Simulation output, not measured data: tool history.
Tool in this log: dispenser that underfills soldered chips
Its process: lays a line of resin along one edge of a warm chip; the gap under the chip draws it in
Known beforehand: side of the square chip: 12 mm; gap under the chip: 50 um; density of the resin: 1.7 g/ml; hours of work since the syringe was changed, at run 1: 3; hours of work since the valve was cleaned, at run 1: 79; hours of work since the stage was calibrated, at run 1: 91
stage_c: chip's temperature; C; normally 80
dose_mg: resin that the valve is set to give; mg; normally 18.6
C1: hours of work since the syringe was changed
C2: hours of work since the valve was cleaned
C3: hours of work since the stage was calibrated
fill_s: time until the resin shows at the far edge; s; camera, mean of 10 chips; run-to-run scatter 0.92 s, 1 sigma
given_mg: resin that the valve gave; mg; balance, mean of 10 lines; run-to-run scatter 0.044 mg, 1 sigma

{"run": 1, "hour": 0.0, "stage_c": 80, "dose_mg": 18.6, "C1": 3, "C2": 79, "C3": 91, "fill_s": 112.8, "given_mg": 18.08}
{"run": 2, "hour": 5.1, "stage_c": 80, "dose_mg": 16.6, "C1": 6, "C2": 82, "C3": 94, "fill_s": 147.2, "given_mg": 16.16}
{"hour": 6.7, "done": "new syringe of resin"}
{"run": 3, "hour": 9.7, "stage_c": 76, "dose_mg": 18.6, "C1": 2, "C2": 85, "C3": 97, "fill_s": 118.2, "given_mg": 18.05}
{"run": 4, "hour": 13.7, "stage_c": 76, "dose_mg": 18.6, "C1": 4, "C2": 87, "C3": 99, "fill_s": 143.8, "given_mg": 17.99}
{"hour": 18.6, "done": "new syringe of resin"}
{"run": 5, "hour": 19.0, "stage_c": 80, "dose_mg": 18.6, "C1": 0, "C2": 90, "C3": 102, "fill_s": 90.4, "given_mg": 17.99}
{"run": 6, "hour": 24.1, "stage_c": 80, "dose_mg": 18.6, "C1": 3, "C2": 93, "C3": 105, "fill_s": 116.0, "given_mg": 17.92}
{"run": 7, "hour": 26.5, "stage_c": 80, "dose_mg": 19.0, "C1": 5, "C2": 95, "C3": 107, "fill_s": 130.6, "given_mg": 18.27}
{"run": 8, "hour": 29.5, "stage_c": 73, "dose_mg": 18.6, "C1": 7, "C2": 96, "C3": 109, "fill_s": 197.1, "given_mg": 17.95}
{"hour": 30.5, "done": "new syringe of resin"}
{"run": 9, "hour": 32.6, "stage_c": 73, "dose_mg": 20.9, "C1": 1, "C2": 98, "C3": 110, "fill_s": 124.2, "given_mg": 20.25}
{"run": 10, "hour": 35.1, "stage_c": 73, "dose_mg": 20.9, "C1": 3, "C2": 100, "C3": 112, "fill_s": 143.6, "given_mg": 20.05}
{"run": 11, "hour": 38.3, "stage_c": 71, "dose_mg": 17.7, "C1": 5, "C2": 102, "C3": 114, "fill_s": 186.1, "given_mg": 17.0}
{"hour": 42.5, "done": "new syringe of resin"}
{"run": 12, "hour": 42.7, "stage_c": 71, "dose_mg": 17.7, "C1": 0, "C2": 104, "C3": 116, "fill_s": 130.6, "given_mg": 16.92}
{"run": 13, "hour": 45.3, "stage_c": 92, "dose_mg": 17.7, "C1": 2, "C2": 106, "C3": 118, "fill_s": 69.8, "given_mg": 17.0}
{"run": 14, "hour": 48.8, "stage_c": 75, "dose_mg": 19.6, "C1": 4, "C2": 108, "C3": 120, "fill_s": 147.3, "given_mg": 18.81}

Here are 3 independent what-if runs from the current tool condition. What would each one return?
{"run": "A", "hour": 53.0, "stage_c": 75, "dose_mg": 21.1, "C1": 6, "C2": 110, "C3": 123, "fill_s": "?", "given_mg": "?"}
{"run": "B", "hour": 53.0, "stage_c": 75, "dose_mg": 16.4, "C1": 6, "C2": 110, "C3": 123, "fill_s": "?", "given_mg": "?"}
{"run": "C", "hour": 53.0, "stage_c": 93, "dose_mg": 21.4, "C1": 6, "C2": 110, "C3": 123, "fill_s": "?", "given_mg": "?"}

run=A fill_s=179.0 given_mg=20.25
run=B fill_s=188.3 given_mg=15.68
run=C fill_s=93.8 given_mg=20.50
With the hidden condition removed and each run's random variation left untouched, the same runs would have given:
run=A fill_s=102.7 given_mg=21.13
run=B fill_s=107.0 given_mg=16.35
run=C fill_s=53.5 given_mg=21.39
